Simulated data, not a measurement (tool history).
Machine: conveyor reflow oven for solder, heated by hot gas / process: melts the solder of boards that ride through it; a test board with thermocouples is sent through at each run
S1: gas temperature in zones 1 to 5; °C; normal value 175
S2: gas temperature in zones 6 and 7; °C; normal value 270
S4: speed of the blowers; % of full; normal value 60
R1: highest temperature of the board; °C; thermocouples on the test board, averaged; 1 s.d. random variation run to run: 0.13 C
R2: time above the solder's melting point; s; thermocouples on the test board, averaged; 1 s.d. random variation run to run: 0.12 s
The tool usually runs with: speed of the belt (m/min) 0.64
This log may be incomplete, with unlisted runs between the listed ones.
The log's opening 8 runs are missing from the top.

{"run": 9, "hour": 76.3, "S1": 175, "S2": 270, "speed of the belt (m/min)": 0.64, "S4": 60, "R1": 248.9, "R2": 52.3}
{"run": 10, "hour": 90.7, "S1": 175, "S2": 270, "speed of the belt (m/min)": 0.64, "S4": 60, "R1": 248.8, "R2": 52.5}
{"run": 11, "hour": 103.4, "S1": 175, "S2": 270, "speed of the belt (m/min)": 0.64, "S4": 60, "R1": 248.9, "R2": 52.5}
{"run": 12, "hour": 114.5, "S1": 175, "S2": 270, "speed of the belt (m/min)": 0.64, "S4": 60, "R1": 248.8, "R2": 52.4}
{"run": 13, "hour": 122.0, "S1": 188, "S2": 270, "speed of the belt (m/min)": 0.64, "S4": 60, "R1": 251.7, "R2": 60.1}
{"run": 14, "hour": 134.5, "S1": 188, "S2": 270, "speed of the belt (m/min)": 0.64, "S4": 60, "R1": 251.6, "R2": 60}
{"hour": 142.6, "done": "flux residue cleaned out of gas plates and filters"}
{"run": 15, "hour": 151.2, "S1": 175, "S2": 260, "speed of the belt (m/min)": 0.64, "S4": 60, "R1": 240.7, "R2": 45.1}
{"run": 16, "hour": 162.2, "S1": 175, "S2": 260, "speed of the belt (m/min)": 0.64, "S4": 60, "R1": 240.6, "R2": 45.1}
{"run": 17, "hour": 170.8, "S1": 186, "S2": 260, "speed of the belt (m/min)": 0.56, "S4": 60, "R1": 246.9, "R2": 65.1}
{"run": 18, "hour": 179.2, "S1": 175, "S2": 269, "speed of the belt (m/min)": 0.64, "S4": 60, "R1": 248, "R2": 51.8}
{"run": 19, "hour": 193.7, "S1": 175, "S2": 269, "speed of the belt (m/min)": 0.658, "S4": 69, "R1": 249.2, "R2": 51.8}
{"run": 20, "hour": 202.7, "S1": 175, "S2": 269, "speed of the belt (m/min)": 0.658, "S4": 69, "R1": 249.4, "R2": 51.9}
{"run": 21, "hour": 212.3, "S1": 177, "S2": 276, "speed of the belt (m/min)": 0.615, "S4": 62, "R1": 256.5, "R2": 61.5}
{"run": 22, "hour": 223.8, "S1": 188, "S2": 277, "speed of the belt (m/min)": 0.64, "S4": 60, "R1": 257.6, "R2": 64.2}
{"run": 23, "hour": 232.8, "S1": 163, "S2": 264, "speed of the belt (m/min)": 0.661, "S4": 86, "R1": 246.4, "R2": 46.4}
{"run": 24, "hour": 244.5, "S1": 163, "S2": 279, "speed of the belt (m/min)": 0.661, "S4": 73, "R1": 256.3, "R2": 52.8}
{"run": 25, "hour": 251.2, "S1": 162, "S2": 279, "speed of the belt (m/min)": 0.767, "S4": 73, "R1": 249.5, "R2": 40}
{"run": 26, "hour": 265.2, "S1": 162, "S2": 279, "speed of the belt (m/min)": 0.767, "S4": 73, "R1": 249.4, "R2": 40}
{"run": 27, "hour": 276.1, "S1": 162, "S2": 279, "speed of the belt (m/min)": 0.767, "S4": 73, "R1": 249.3, "R2": 39.8}
{"run": 28, "hour": 284.8, "S1": 162, "S2": 261, "speed of the belt (m/min)": 0.74, "S4": 73, "R1": 236.4, "R2": 30.7}
{"run": 29, "hour": 293.1, "S1": 161, "S2": 262, "speed of the belt (m/min)": 0.64, "S4": 60, "R1": 238.9, "R2": 38.8}
{"run": 30, "hour": 303.2, "S1": 183, "S2": 270, "speed of the belt (m/min)": 0.64, "S4": 60, "R1": 250.6, "R2": 57}
{"run": 31, "hour": 313.4, "S1": 183, "S2": 270, "speed of the belt (m/min)": 0.64, "S4": 60, "R1": 250.4, "R2": 56.9}

Each row is a separate what-if for the run after 31, all from the same tool condition, not one after another. Results?
{"run": "A", "hour": 320.9, "S1": 183, "S2": 270, "speed of the belt (m/min)": 0.565, "S4": 72, "R1": "?", "R2": "?"}
{"run": "B", "hour": 320.9, "S1": 175, "S2": 270, "speed of the belt (m/min)": 0.674, "S4": 76, "R1": "?", "R2": "?"}
{"run": "C", "hour": 320.9, "S1": 175, "S2": 270, "speed of the belt (m/min)": 0.64, "S4": 60, "R1": "?", "R2": "?"}

run=A R1=257 R2=71.4
run=B R1=251.1 R2=51.9
run=C R1=248.9 R2=52.3
With no hidden state in the tool, these same runs would have given:
run=A R1=257 R2=71.4
run=B R1=251.1 R2=51.9
run=C R1=248.9 R2=52.3

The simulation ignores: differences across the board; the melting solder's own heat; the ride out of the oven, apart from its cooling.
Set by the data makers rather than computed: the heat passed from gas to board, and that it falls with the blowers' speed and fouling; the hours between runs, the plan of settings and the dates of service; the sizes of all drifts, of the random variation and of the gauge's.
